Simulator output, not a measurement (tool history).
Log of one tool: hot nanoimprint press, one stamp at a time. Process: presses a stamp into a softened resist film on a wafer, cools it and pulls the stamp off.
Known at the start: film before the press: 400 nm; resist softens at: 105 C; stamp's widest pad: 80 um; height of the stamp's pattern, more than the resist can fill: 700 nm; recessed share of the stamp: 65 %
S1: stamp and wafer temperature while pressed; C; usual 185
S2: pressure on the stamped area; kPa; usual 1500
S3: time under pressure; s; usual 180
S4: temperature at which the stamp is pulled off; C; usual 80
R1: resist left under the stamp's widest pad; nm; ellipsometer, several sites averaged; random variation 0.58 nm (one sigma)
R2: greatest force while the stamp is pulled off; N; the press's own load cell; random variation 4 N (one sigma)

run	day	S1	S2	S3	S4	R1	R2
1	0	185	1500	180	80	148.3	227
2	0.317	185	1500	180	80	149.1	229
3	0.671	185	1770	180	80	135	219
4	1.171	185	1770	180	80	134.4	229
5	1.592	185	1770	180	80	135	220
6	2.033	185	1770	180	80	136	223
7	2.562	185	1770	180	80	135.5	231
8	3.175	185	1770	180	80	135.4	223
9	3.683	185	1500	230	80	138.6	243
10	4.029	185	1500	95	80	185.3	231
11	4.354	185	1500	95	80	185.9	235
12	4.854	185	1500	180	80	150.7	231
13	5.35	185	1500	180	80	149.6	237
14	5.888	185	1500	180	80	150.4	237
15	6.246	185	1500	180	80	150.9	235
16	6.792	185	1010	180	80	188.8	233
17	7.221	185	1010	180	80	189.2	242
18	7.775	185	1010	180	80	189.2	243
19	8.408	185	1700	358	88	111.6	222
20	8.888	194	1700	275	71	98.2	267
21	9.529	190	1500	180	79	134	244
22	9.854	194	1620	102	79	141.8	255
23	10.412	194	1620	102	79	142.2	256
24	10.792	187	970	180	87	185.7	236
25	11.183	187	970	180	87	186.2	238
26	11.675	187	970	180	87	186.9	243
27	12.146	190	2280	158	73	110.3	279
28	12.538	190	2280	158	73	109	265
# day 12.754: plate thermocouple calibrated
29	13.083	190	2280	158	73	105.9	268
30	13.421	190	2280	158	73	105.8	273

Forecast each of these 4 alternatives for the next run:
A	13.933	195	1500	180	80	?	?
B	13.933	190	2280	153	73	?	?
C	13.933	187	1130	180	66	?	?
D	13.933	187	2280	158	73	?	?

run	R1	R2
A	115.8	259
B	106.8	269
C	163.5	296
D	113.7	267
Without the tool's hidden state the same runs would have given:
run	R1	R2
A	114.7	216
B	105.2	225
C	162.5	247
D	112	223
